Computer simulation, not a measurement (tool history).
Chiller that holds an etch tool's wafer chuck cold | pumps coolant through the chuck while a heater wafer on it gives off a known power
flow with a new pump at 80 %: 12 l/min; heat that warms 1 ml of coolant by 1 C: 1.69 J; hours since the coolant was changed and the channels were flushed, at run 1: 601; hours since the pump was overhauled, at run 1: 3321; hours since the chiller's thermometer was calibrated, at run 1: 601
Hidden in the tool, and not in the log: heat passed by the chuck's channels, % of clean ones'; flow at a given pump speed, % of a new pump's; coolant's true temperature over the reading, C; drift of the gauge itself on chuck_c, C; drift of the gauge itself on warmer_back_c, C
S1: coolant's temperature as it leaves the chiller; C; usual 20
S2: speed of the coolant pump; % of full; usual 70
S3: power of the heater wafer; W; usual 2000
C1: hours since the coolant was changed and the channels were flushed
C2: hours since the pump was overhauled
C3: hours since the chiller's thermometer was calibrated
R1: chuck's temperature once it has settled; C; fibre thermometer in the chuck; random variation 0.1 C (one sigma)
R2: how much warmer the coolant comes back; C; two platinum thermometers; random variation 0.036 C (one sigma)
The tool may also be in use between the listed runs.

Run 1, hour 0.0: usual settings; C1 601; C2 3321; C3 601. Result: R1 38.2 C, R2 7.11 C.
Run 2, hour 58.5: usual settings; C1 660; C2 3380; C3 660. Result: R1 38.1 C, R2 7.07 C.
Run 3, hour 149.8: usual settings; C1 751; C2 3471; C3 751. Result: R1 38.0 C, R2 7.08 C.
Run 4, hour 213.7: usual settings; C1 815; C2 3535; C3 815. Result: R1 38.3 C, R2 7.13 C.
Run 5, hour 268.4: usual settings; C1 870; C2 3590; C3 870. Result: R1 38.3 C, R2 7.12 C.
Run 6, hour 342.7: usual settings; C1 944; C2 3664; C3 944. Result: R1 38.4 C, R2 7.08 C.
Run 7, hour 421.2: usual settings but S2 65 % of full; C1 1022; C2 3743; C3 1022. Result: R1 39.5 C, R2 7.66 C.
Run 8, hour 498.4: usual settings; C1 1100; C2 3820; C3 1100. Result: R1 38.6 C, R2 7.11 C.
Run 9, hour 571.8: usual settings; C1 1173; C2 3893; C3 1173. Result: R1 38.5 C, R2 7.18 C.
Run 10, hour 626.3: usual settings but S3 1338 W; C1 1227; C2 3948; C3 1227. Result: R1 32.3 C, R2 4.77 C.
Run 11, hour 690.2: usual settings but S2 94 % of full; C1 1291; C2 4012; C3 1291. Result: R1 34.8 C, R2 5.21 C.
Run 12, hour 746.2: usual settings but S2 94 % of full; C1 1347; C2 4068; C3 1347. Result: R1 35.0 C, R2 5.28 C.
Run 13, hour 839.1: usual settings but S2 94 % of full; C1 1440; C2 4160; C3 1440. Result: R1 34.9 C, R2 5.27 C.
Run 14, hour 929.5: usual settings but S1 22 C, S2 62 % of full, S3 1481 W; C1 1531; C2 4251; C3 1531. Result: R1 37.2 C, R2 6.04 C.
Run 15, hour 1005.8: usual settings but S1 24 C, S2 74 % of full; C1 1607; C2 4327; C3 1607. Result: R1 42.0 C, R2 6.81 C.
Run 16, hour 1095.6: usual settings but S1 24 C, S2 74 % of full; C1 1697; C2 4417; C3 1697. Result: R1 42.3 C, R2 6.78 C.
Run 17, hour 1137.1: usual settings but S1 21 C, S2 78 % of full; C1 1738; C2 4458; C3 1738. Result: R1 38.6 C, R2 6.41 C.
Run 18, hour 1222.5: usual settings but S1 16 C, S2 88 % of full; C1 1824; C2 4544; C3 1824. Result: R1 32.1 C, R2 5.64 C.
Run 19, hour 1305.2: usual settings but S1 25 C, S2 77 % of full, S3 1346 W; C1 1906; C2 4627; C3 1906. Result: R1 37.1 C, R2 4.33 C.
Run 20, hour 1388.0: usual settings but S1 14 C, S2 88 % of full, S3 1633 W; C1 1989; C2 4709; C3 1989. Result: R1 27.2 C, R2 4.69 C.
Run 21, hour 1473.1: usual settings but S1 12 C, S3 2591 W; C1 2074; C2 4794; C3 2074. Result: R1 36.8 C, R2 9.27 C.
Run 22, hour 1515.7: usual settings but S1 12 C, S2 61 % of full, S3 1493 W; C1 2117; C2 4837; C3 2117. Result: R1 27.9 C, R2 6.12 C.
Run 23, hour 1558.3: usual settings but S2 80 % of full, S3 1187 W; C1 2160; C2 4880; C3 2160. Result: R1 30.4 C, R2 3.75 C.
Run 24, hour 1645.5: usual settings but S1 10 C, S3 2983 W; C1 2247; C2 4967; C3 2247. Result: R1 38.8 C, R2 10.78 C.
Run 25, hour 1705.6: usual settings but S1 25 C, S2 67 % of full; C1 2307; C2 5027; C3 2307. Result: R1 45.1 C, R2 7.52 C.

4 ways to go on from here, each from the tool as it stands after run 25. What would each give?
Run A, hour 1796.1: usual settings but S1 14 C, S2 67 % of full, S3 1255 W; C1 2397; C2 5117; C3 2397. Result: R1 ?, R2 ?.
Run B, hour 1796.1: usual settings but S1 13 C, S3 1575 W; C1 2397; C2 5117; C3 2397. Result: R1 ?, R2 ?.
Run C, hour 1796.1: usual settings but S1 24 C, S2 69 % of full, S3 2691 W; C1 2397; C2 5117; C3 2397. Result: R1 ?, R2 ?.
Run D, hour 1796.1: usual settings but S1 25 C, S2 73 % of full, S3 1157 W; C1 2397; C2 5117; C3 2397. Result: R1 ?, R2 ?.

run    R1     R2
  A  27.0   4.76
  B  28.4   5.69
  C  50.4  10.00
  D  36.2   4.04
Without the tool's hidden state the same runs would have given:
run    R1    R2
  A  25.3  4.44
  B  26.4  5.31
  C  47.3  9.34
  D  34.7  3.77
